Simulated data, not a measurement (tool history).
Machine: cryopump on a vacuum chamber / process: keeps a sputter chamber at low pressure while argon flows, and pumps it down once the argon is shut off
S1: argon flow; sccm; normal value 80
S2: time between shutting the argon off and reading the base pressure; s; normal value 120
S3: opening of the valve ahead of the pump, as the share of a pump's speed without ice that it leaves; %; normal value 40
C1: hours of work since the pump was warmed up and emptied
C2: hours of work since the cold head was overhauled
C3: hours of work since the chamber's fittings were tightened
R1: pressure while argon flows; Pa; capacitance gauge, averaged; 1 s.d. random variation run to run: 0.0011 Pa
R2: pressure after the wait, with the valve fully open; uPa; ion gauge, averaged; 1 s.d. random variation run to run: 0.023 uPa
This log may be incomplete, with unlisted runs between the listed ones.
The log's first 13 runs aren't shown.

run   hour   S1   S2  S3   C1   C2   C3      R1    R2
 14  423.1  142  120  40  234  234  860  0.4294   1.6
 15  450.6  142  120  40  248  248  874  0.4303  1.69
 16  475.9   96  120  40  261  261  887  0.2885  1.67
 17  520.8   96  120  40  284  284  910  0.2921  1.66
 18  563.3   94  120  40  306  306  932  0.2849  1.63
 19  587.5   48  120  16  318  318  945  0.3559  1.73
 20  626.7   80   33  40  338  338  965  0.2441  3.36
 21  656.5   40  257  30  353  353  980  0.1614  1.46
 22  683.4   40  257  30  367  367  994  0.1604  1.41

Expected results for the next run?
 23  724.3  91  68  30  388  388  1015   ?   ?

R1: 0.3697 Pa
R2: 2.24 uPa
Take away the tool's hidden state, keep the run-to-run variation as it was, and the same run would have given R1 0.3547 Pa, R2 1.27 uPa.
